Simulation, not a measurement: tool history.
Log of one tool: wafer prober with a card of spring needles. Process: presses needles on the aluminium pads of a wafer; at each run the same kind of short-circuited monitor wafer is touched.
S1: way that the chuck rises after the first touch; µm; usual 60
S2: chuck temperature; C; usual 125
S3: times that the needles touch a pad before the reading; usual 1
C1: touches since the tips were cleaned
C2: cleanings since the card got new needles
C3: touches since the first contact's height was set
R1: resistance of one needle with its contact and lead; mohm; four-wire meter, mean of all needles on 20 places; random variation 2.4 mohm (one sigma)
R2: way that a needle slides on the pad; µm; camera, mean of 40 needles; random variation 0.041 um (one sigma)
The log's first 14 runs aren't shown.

run,hour,S1,S2,S3,C1,C2,C3,R1,R2
# hour 111.6: height of the first contact set anew
15,118.6,60,125,1,5709,20,2728,325,14.46
# hour 121.2: tips cleaned on abrasive film
16,126.6,60,125,1,2146,21,5857,311,14.39
# hour 135.1: height of the first contact set anew, once more
17,136.2,43,125,1,5809,21,442,367,11.05
# hour 138.3: tips cleaned on abrasive film
18,144.3,41,125,1,2385,22,3616,349,10.57
# hour 155.5: tips cleaned on abrasive film
19,155.5,41,125,1,0,23,7967,298,10.52
20,166.6,73,78,1,4389,23,12356,292,18.79
# hour 172.9: tips cleaned on abrasive film
21,173.1,50,125,1,66,24,14875,294,12.80
22,181.3,50,125,1,3294,24,18103,332,12.74
23,188.3,41,125,2,6057,24,20866,340,10.46
# hour 190.2: tips cleaned on abrasive film
24,196.9,50,125,2,2647,25,24229,313,12.73
25,206.4,50,125,2,6366,25,27948,322,12.77
# hour 207.1: tips cleaned on abrasive film
26,214.7,50,38,2,2987,26,31191,288,12.74
# hour 224.3: tips cleaned on abrasive film
27,224.5,57,45,1,70,27,35014,263,14.53
28,231.1,57,67,1,2651,27,37595,301,14.48
29,239.4,49,101,1,5945,27,40889,340,12.44
# hour 242.2: tips cleaned on abrasive film
30,244.8,49,101,1,1026,28,42974,308,12.43
31,253.2,47,78,1,4348,28,46296,342,11.87
# hour 259.9: tips cleaned on abrasive film
32,263.2,47,37,2,1314,29,50201,287,11.91
33,272.1,47,37,2,4800,29,53687,304,11.87
# hour 277.3: tips cleaned on abrasive film
34,283.6,66,104,2,2481,30,58181,286,16.74

3 ways to go on from here, each from the tool as it stands after run 34. What would each give?
A,289.5,66,104,3,4819,30,60519,?,?
B,289.5,73,104,1,4819,30,60519,?,?
C,289.5,60,107,1,4819,30,60519,?,?

run,R1,R2
A,285,16.83
B,302,18.53
C,318,15.21
Without the tool's hidden state the same runs would have given:
run,R1,R2
A,271,17.11
B,271,18.81
C,275,15.50
